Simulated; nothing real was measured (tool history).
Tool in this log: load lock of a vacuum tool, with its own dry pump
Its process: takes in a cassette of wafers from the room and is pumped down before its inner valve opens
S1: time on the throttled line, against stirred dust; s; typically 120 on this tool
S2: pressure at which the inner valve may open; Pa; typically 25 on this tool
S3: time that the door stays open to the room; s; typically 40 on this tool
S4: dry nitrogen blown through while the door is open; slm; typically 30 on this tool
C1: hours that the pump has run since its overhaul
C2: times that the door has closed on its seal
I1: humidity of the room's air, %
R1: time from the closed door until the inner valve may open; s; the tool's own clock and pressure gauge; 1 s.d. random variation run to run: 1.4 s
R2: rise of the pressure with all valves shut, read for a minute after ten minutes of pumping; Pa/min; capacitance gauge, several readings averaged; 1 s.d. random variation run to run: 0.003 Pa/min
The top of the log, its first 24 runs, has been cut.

run	hour	S1	S2	S3	S4	C1	C2	I1	R1	R2
25	1776.6	98	30	47	4	4171	22875	46.7	208	0.253
26	1867.9	98	30	47	4	4263	23279	41.4	205.3	0.255
27	1916.1	116	45	130	24	4311	23492	44	212.5	0.279
28	1959.2	216	25	40	30	4354	23683	42.2	306.7	0.249
29	2041	81	25	40	27	4436	24045	45.1	195.3	0.263
30	2126.7	99	39	41	10	4522	24424	45.2	203.9	0.273
31	2212	208	31	41	10	4607	24801	45.1	299.7	0.276
32	2313.1	175	31	174	5	4708	25249	46.7	274.2	0.357
33	2367.9	120	25	101	11	4763	25491	45.5	229.5	0.312
34	2424.2	144	43	40	32	4819	25741	43.9	238.4	0.286
35	2477.5	144	43	40	32	4872	25976	45.6	239.6	0.293
36	2557.8	170	22	192	4	4953	26332	47.5	274.1	0.382

5 ways to go on from here, each from the tool as it stands after run 36. What would each give?
A	2646.8	215	22	192	28	5042	26726	42.6	?	?
B	2646.8	138	43	192	37	5042	26726	43.5	?	?
C	2646.8	170	35	39	26	5042	26726	46.9	?	?
D	2646.8	120	27	40	19	5042	26726	41.1	?	?
E	2646.8	170	24	192	4	5042	26726	47	?	?

run	R1	R2
A	306.9	0.338
B	235.4	0.339
C	265.6	0.31
D	225.7	0.305
E	270.5	0.388
Had the tool no hidden state, the same runs would have come out as:
run	R1	R2
A	301.1	0.056
B	229.2	0.053
C	259.5	0.023
D	219	0.02
E	264.3	0.104

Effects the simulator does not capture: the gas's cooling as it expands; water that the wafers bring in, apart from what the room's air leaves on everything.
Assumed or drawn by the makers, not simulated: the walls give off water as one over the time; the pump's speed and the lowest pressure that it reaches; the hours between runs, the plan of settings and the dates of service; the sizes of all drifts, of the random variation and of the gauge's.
